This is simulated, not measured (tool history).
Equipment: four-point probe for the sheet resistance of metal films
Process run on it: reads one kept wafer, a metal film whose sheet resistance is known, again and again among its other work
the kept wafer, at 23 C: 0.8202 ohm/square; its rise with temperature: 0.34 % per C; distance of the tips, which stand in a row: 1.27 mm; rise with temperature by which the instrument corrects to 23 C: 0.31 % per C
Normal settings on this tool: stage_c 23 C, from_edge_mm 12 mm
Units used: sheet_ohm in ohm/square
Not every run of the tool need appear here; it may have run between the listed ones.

run	hour	stage_c	from_edge_mm	sheet_ohm
1	0.0	23	12	0.825043
2	35.9	23	11	0.826042
3	109.9	23	11	0.826139
4	157.4	23	11	0.826058
5	198.1	24	12	0.825371
6	252.8	23	12	0.825439
7	292.3	23	12	0.825230
8	339.5	23	12	0.825174
9	389.3	23	12	0.824962
10	435.9	19	12	0.824328
11	475.0	19	12	0.824138
12	531.3	19	12	0.824298
13	585.3	23	3	0.891831
14	618.7	23	3	0.891847
15	671.1	23	3	0.891709
16	709.9	34	3	0.894383
17	781.3	23	5	0.847740
18	814.2	23	5	0.847864
19	855.5	23	5	0.847827
20	904.0	23	12	0.824956
21	944.7	21	12	0.824665
22	1012.0	21	12	0.824586
23	1051.4	23	5	0.847292
24	1100.4	23	5	0.847752
25	1146.4	27	42	0.821657
26	1181.8	20	33	0.820384
27	1231.9	20	33	0.820204
28	1279.6	24	7	0.834811
29	1331.1	24	7	0.834694
30	1388.4	20	9	0.828368
31	1433.0	20	9	0.828633

Run 32, settings as shown, results not yet in. Your forecast:
32	1467.5	20	9	?

sheet_ohm: 0.827997 ohm/square
Without the tool's hidden state the same run would have given sheet_ohm 0.827981 ohm/square.
